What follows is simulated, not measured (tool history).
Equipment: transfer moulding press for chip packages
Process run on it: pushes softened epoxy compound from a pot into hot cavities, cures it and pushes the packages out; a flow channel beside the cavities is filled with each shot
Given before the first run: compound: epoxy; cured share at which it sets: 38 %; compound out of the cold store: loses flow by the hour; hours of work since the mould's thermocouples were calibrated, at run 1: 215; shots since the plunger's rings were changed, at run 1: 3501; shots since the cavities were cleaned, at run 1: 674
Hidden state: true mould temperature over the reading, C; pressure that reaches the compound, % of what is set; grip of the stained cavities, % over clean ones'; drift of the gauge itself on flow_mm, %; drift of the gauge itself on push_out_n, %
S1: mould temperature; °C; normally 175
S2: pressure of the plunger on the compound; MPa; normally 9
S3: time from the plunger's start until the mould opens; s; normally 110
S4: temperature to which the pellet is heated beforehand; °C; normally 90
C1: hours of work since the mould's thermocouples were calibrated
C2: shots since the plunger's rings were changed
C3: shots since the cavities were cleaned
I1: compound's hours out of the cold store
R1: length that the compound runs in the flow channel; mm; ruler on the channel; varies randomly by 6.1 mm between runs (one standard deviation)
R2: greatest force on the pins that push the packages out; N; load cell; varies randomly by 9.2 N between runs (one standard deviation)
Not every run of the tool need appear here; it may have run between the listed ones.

{"run": 1, "hour": 0.0, "S1": 175, "S2": 9, "S3": 110, "S4": 90, "C1": 215, "C2": 3501, "C3": 674, "I1": 14.6, "R1": 869, "R2": 621}
{"run": 2, "hour": 11.2, "S1": 175, "S2": 9, "S3": 110, "S4": 90, "C1": 224, "C2": 3638, "C3": 811, "I1": 12.7, "R1": 870, "R2": 627}
{"run": 3, "hour": 20.3, "S1": 175, "S2": 9, "S3": 110, "S4": 97, "C1": 230, "C2": 3750, "C3": 923, "I1": 43.1, "R1": 750, "R2": 593}
{"run": 4, "hour": 26.0, "S1": 175, "S2": 9, "S3": 110, "S4": 90, "C1": 235, "C2": 3820, "C3": 993, "I1": 33.9, "R1": 784, "R2": 602}
{"hour": 34.6, "done": "cavities cleaned with cleaning compound and waxed"}
{"run": 5, "hour": 34.7, "S1": 175, "S2": 9, "S3": 110, "S4": 90, "C1": 240, "C2": 3908, "C3": 1, "I1": 27.8, "R1": 813, "R2": 682}
{"run": 6, "hour": 45.9, "S1": 175, "S2": 9, "S3": 110, "S4": 90, "C1": 249, "C2": 4045, "C3": 138, "I1": 18.4, "R1": 851, "R2": 723}
{"run": 7, "hour": 54.9, "S1": 175, "S2": 9, "S3": 110, "S4": 90, "C1": 255, "C2": 4155, "C3": 248, "I1": 25.1, "R1": 821, "R2": 646}
{"run": 8, "hour": 60.3, "S1": 175, "S2": 9, "S3": 110, "S4": 90, "C1": 259, "C2": 4221, "C3": 314, "I1": 44.3, "R1": 743, "R2": 631}
{"run": 9, "hour": 70.2, "S1": 175, "S2": 9, "S3": 110, "S4": 90, "C1": 267, "C2": 4342, "C3": 435, "I1": 22.1, "R1": 839, "R2": 689}
{"run": 10, "hour": 81.8, "S1": 175, "S2": 9, "S3": 110, "S4": 90, "C1": 276, "C2": 4485, "C3": 578, "I1": 47, "R1": 728, "R2": 642}
{"run": 11, "hour": 87.3, "S1": 175, "S2": 7.2, "S3": 110, "S4": 90, "C1": 280, "C2": 4552, "C3": 645, "I1": 26.1, "R1": 724, "R2": 679}
{"run": 12, "hour": 93.7, "S1": 175, "S2": 9, "S3": 110, "S4": 90, "C1": 285, "C2": 4631, "C3": 724, "I1": 27.4, "R1": 803, "R2": 653}
{"hour": 97.4, "done": "cavities cleaned with cleaning compound and waxed, once more"}
{"run": 13, "hour": 106.7, "S1": 175, "S2": 9, "S3": 110, "S4": 90, "C1": 293, "C2": 4771, "C3": 114, "I1": 41.3, "R1": 744, "R2": 436}
{"run": 14, "hour": 112.6, "S1": 175, "S2": 9, "S3": 110, "S4": 90, "C1": 298, "C2": 4843, "C3": 186, "I1": 44.2, "R1": 734, "R2": 470}
{"run": 15, "hour": 117.4, "S1": 175, "S2": 9, "S3": 110, "S4": 90, "C1": 301, "C2": 4902, "C3": 245, "I1": 28.7, "R1": 788, "R2": 495}
{"run": 16, "hour": 128.4, "S1": 175, "S2": 9, "S3": 110, "S4": 90, "C1": 309, "C2": 5036, "C3": 379, "I1": 21.2, "R1": 816, "R2": 547}
{"run": 17, "hour": 140.0, "S1": 175, "S2": 9, "S3": 110, "S4": 88, "C1": 318, "C2": 5178, "C3": 521, "I1": 30.4, "R1": 781, "R2": 571}
{"run": 18, "hour": 147.6, "S1": 175, "S2": 9, "S3": 110, "S4": 88, "C1": 324, "C2": 5272, "C3": 615, "I1": 24.4, "R1": 813, "R2": 585}
{"run": 19, "hour": 155.0, "S1": 175, "S2": 9, "S3": 110, "S4": 88, "C1": 330, "C2": 5362, "C3": 705, "I1": 29.7, "R1": 781, "R2": 609}
{"run": 20, "hour": 162.8, "S1": 175, "S2": 9, "S3": 110, "S4": 84, "C1": 335, "C2": 5458, "C3": 801, "I1": 25, "R1": 792, "R2": 627}
{"run": 21, "hour": 171.1, "S1": 174, "S2": 6.84, "S3": 113, "S4": 98, "C1": 342, "C2": 5559, "C3": 902, "I1": 21, "R1": 716, "R2": 620}
{"run": 22, "hour": 180.8, "S1": 168, "S2": 9, "S3": 110, "S4": 90, "C1": 349, "C2": 5679, "C3": 1022, "I1": 23.9, "R1": 815, "R2": 1028}
{"hour": 187.9, "done": "cavities cleaned with cleaning compound and waxed"}
{"run": 23, "hour": 192.0, "S1": 180, "S2": 9, "S3": 110, "S4": 96, "C1": 356, "C2": 5797, "C3": 51, "I1": 29.3, "R1": 767, "R2": 365}
{"run": 24, "hour": 201.6, "S1": 168, "S2": 7.48, "S3": 93, "S4": 87, "C1": 363, "C2": 5914, "C3": 168, "I1": 11.2, "R1": 797, "R2": 1191}
{"run": 25, "hour": 209.1, "S1": 168, "S2": 7.48, "S3": 93, "S4": 87, "C1": 369, "C2": 6007, "C3": 261, "I1": 33.2, "R1": 704, "R2": 1137}
{"run": 26, "hour": 216.6, "S1": 179, "S2": 8.46, "S3": 136, "S4": 89, "C1": 375, "C2": 6098, "C3": 352, "I1": 34.7, "R1": 712, "R2": 400}
{"run": 27, "hour": 228.5, "S1": 175, "S2": 9, "S3": 94, "S4": 90, "C1": 384, "C2": 6244, "C3": 498, "I1": 30.7, "R1": 772, "R2": 752}
{"run": 28, "hour": 234.7, "S1": 176, "S2": 9.5, "S3": 138, "S4": 99, "C1": 388, "C2": 6319, "C3": 573, "I1": 32.9, "R1": 775, "R2": 440}
{"hour": 237.8, "done": "mould's thermocouples calibrated"}
{"hour": 249.2, "done": "plunger's sealing rings changed"}
{"run": 29, "hour": 249.2, "S1": 176, "S2": 9.5, "S3": 143, "S4": 99, "C1": 7, "C2": 0, "C3": 696, "I1": 45.8, "R1": 794, "R2": 449}

Each row is a separate what-if for the run after 29, all from the same tool condition, not one after another. Results?
{"run": "A", "hour": 261.0, "S1": 181, "S2": 9.5, "S3": 92, "S4": 99, "C1": 16, "C2": 144, "C3": 840, "I1": 41.3, "R1": "?", "R2": "?"}
{"run": "B", "hour": 261.0, "S1": 176, "S2": 9.5, "S3": 143, "S4": 92, "C1": 16, "C2": 144, "C3": 840, "I1": 38.3, "R1": "?", "R2": "?"}
{"run": "C", "hour": 261.0, "S1": 175, "S2": 7.55, "S3": 96, "S4": 90, "C1": 16, "C2": 144, "C3": 840, "I1": 21.4, "R1": "?", "R2": "?"}

run=A R1=804 R2=572
run=B R1=831 R2=487
run=C R1=806 R2=863
Had the tool no hidden state, the same runs would have come out as:
run=A R1=810 R2=384
run=B R1=837 R2=322
run=C R1=812 R2=588
